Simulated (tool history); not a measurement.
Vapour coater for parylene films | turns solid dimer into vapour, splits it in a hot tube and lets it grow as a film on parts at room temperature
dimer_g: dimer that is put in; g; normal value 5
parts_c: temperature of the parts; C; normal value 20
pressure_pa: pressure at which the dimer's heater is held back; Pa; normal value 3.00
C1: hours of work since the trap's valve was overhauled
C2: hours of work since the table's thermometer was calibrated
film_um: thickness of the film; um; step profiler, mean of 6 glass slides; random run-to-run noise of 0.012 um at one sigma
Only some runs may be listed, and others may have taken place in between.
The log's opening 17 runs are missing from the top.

run 18 hour=196.6 | dimer_g=3 parts_c=24 pressure_pa=3.25 | C1=617 C2=361 | film_um=0.58
run 19 hour=204.5 | dimer_g=3 parts_c=20 pressure_pa=3.00 | C1=621 C2=364 | film_um=0.70
run 20 hour=221.8 | dimer_g=3 parts_c=12 pressure_pa=9.65 | C1=628 C2=371 | film_um=0.77
run 21 hour=238.0 | dimer_g=2 parts_c=28 pressure_pa=3.00 | C1=634 C2=378 | film_um=0.32
run 22 hour=251.9 | dimer_g=5 parts_c=23 pressure_pa=5.28 | C1=640 C2=383 | film_um=0.90
run 23 hour=261.7 | dimer_g=5 parts_c=23 pressure_pa=3.00 | C1=644 C2=387 | film_um=1.00
run 24 hour=276.6 | dimer_g=8 parts_c=20 pressure_pa=7.21 | C1=650 C2=393 | film_um=1.50
run 25 hour=286.9 | dimer_g=8 parts_c=20 pressure_pa=7.21 | C1=654 C2=397 | film_um=1.51
run 26 hour=294.2 | dimer_g=4 parts_c=27 pressure_pa=3.95 | C1=657 C2=400 | film_um=0.63
run 27 hour=305.5 | dimer_g=4 parts_c=15 pressure_pa=3.95 | C1=662 C2=405 | film_um=1.09
run 28 hour=314.4 | dimer_g=4 parts_c=15 pressure_pa=3.64 | C1=665 C2=409 | film_um=1.13
run 29 hour=328.1 | dimer_g=4 parts_c=15 pressure_pa=5.19 | C1=671 C2=414 | film_um=1.03
-- hour=340.1 trap's valve overhauled
run 30 hour=343.2 | dimer_g=4 parts_c=15 pressure_pa=5.19 | C1=1 C2=419 | film_um=1.19

5 ways to go on from here, each from the tool as it stands after run 30. What would each give?
run A hour=354.1 | dimer_g=4 parts_c=17 pressure_pa=3.00 | C1=6 C2=423 | film_um=?
run B hour=354.1 | dimer_g=2 parts_c=31 pressure_pa=5.66 | C1=6 C2=423 | film_um=?
run C hour=354.1 | dimer_g=5 parts_c=20 pressure_pa=2.29 | C1=6 C2=423 | film_um=?
run D hour=354.1 | dimer_g=5 parts_c=14 pressure_pa=3.00 | C1=6 C2=423 | film_um=?
run E hour=354.1 | dimer_g=2 parts_c=21 pressure_pa=3.00 | C1=6 C2=423 | film_um=?

run=A film_um=1.22
run=B film_um=0.27
run=C film_um=1.43
run=D film_um=1.77
run=E film_um=0.50
Without the tool's unlogged condition, the same runs would have read:
run=A film_um=1.27
run=B film_um=0.28
run=C film_um=1.49
run=D film_um=1.83
run=E film_um=0.52
